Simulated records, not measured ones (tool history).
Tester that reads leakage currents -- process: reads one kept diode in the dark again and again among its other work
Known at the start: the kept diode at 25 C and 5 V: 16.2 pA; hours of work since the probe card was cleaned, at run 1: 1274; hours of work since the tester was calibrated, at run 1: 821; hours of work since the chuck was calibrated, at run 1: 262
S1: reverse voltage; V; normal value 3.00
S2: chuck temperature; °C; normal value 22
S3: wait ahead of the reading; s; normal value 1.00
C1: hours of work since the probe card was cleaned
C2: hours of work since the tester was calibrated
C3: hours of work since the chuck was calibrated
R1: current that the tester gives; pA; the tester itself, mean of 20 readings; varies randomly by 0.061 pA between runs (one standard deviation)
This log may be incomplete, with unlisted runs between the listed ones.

run      day     S1  S2    S3    C1    C2    C3     R1
  1    0.000   3.00  22  1.00  1274   821   262  11.39
  2    4.179   3.00  22  1.00  1325   873   314  11.35
  3    7.438   3.00  22  2.15  1365   913   354  10.75
  4   10.221   3.00  28  1.00  1400   947   388  17.64
  5   13.829   3.00  28  1.00  1444   991   433  17.72
  6   16.096   3.00  22  0.41  1472  1019   460  12.89
  7   18.492  10.13  22  0.41  1501  1049   490  26.09
  8   23.742  10.13  22  0.41  1566  1113   554  26.24
  9   26.725  10.13  22  0.41  1603  1150   591  26.08
 10   30.717   3.00  22  0.51  1652  1199   640  12.43
 11   33.833   3.00  22  0.51  1690  1237   679  12.30
 12   37.142   1.95  22  1.00  1731  1278   719   9.31
 13   40.896   1.95  22  1.00  1777  1324   765   9.30
 14   44.646   1.95  22  1.00  1823  1370   812   9.37
 15   49.025   3.00  22  1.00  1877  1424   865  11.40
 16   52.862   3.00  22  9.24  1924  1471   913  10.34
 17   56.546   3.00  22  9.24  1969  1517   958  10.36
 18   61.371   3.00  22  9.24  2029  1576  1017  10.36
 19   64.183   3.00  22  1.00  2063  1611  1052  11.33
      64.688  -- chuck's temperature calibrated
 20   67.838   3.00  28  1.00  2107  1655    39  17.70
 21   72.925   3.48  30  3.47  2170  1717   101  21.02
 22   76.579   1.57  21  0.55  2215  1762   146   8.26
 23   81.792   1.23  23  0.58  2279  1826   210   8.49
 24   86.938  14.12  25  0.53  2342  1890   274  34.78
 25   91.762   5.62  43  1.06  2402  1949   333  67.93
 26   95.688   3.00  40  0.92  2450  1997   381  42.36
 27  100.638   3.00  46  0.34  2511  2058   442  66.11
 28  104.308   1.03  38  2.89  2556  2103   487  22.81
 29  108.100   1.03  38  2.89  2602  2150   534  22.85
 30  112.254   1.03  38  2.89  2654  2201   585  22.82
 31  117.038   1.03  38  2.89  2712  2260   644  22.92
 32  121.738   1.03  38  2.89  2770  2318   702  22.92
 33  124.900   4.36  45  0.35  2809  2357   741  73.47
 34  128.979   3.00  26  0.90  2859  2407   791  15.40
 35  133.371   3.00  20  1.00  2913  2461   845   9.91
 36  138.638   3.00  20  1.00  2978  2526   910   9.90
 37  143.879   3.00  50  1.00  3043  2590   974  83.77
 38  148.379   5.40  29  0.41  3098  2645  1029  27.71
     150.412  -- chuck's temperature calibrated
 39  152.533   5.40  29  0.41  3148  2695    26  27.77

Here are 3 independent what-if runs from the current tool condition. What would each one return?
  A  156.950  2.38  24  4.32  3202  2750  80   ?
  B  156.950  1.35  22  1.00  3202  2750  80   ?
  C  156.950  1.39  22  1.22  3202  2750  80   ?

run     R1
  A  11.21
  B   7.89
  C   7.86
Had the tool no hidden state, the same runs would have come out as:
run     R1
  A  11.20
  B   7.89
  C   7.86
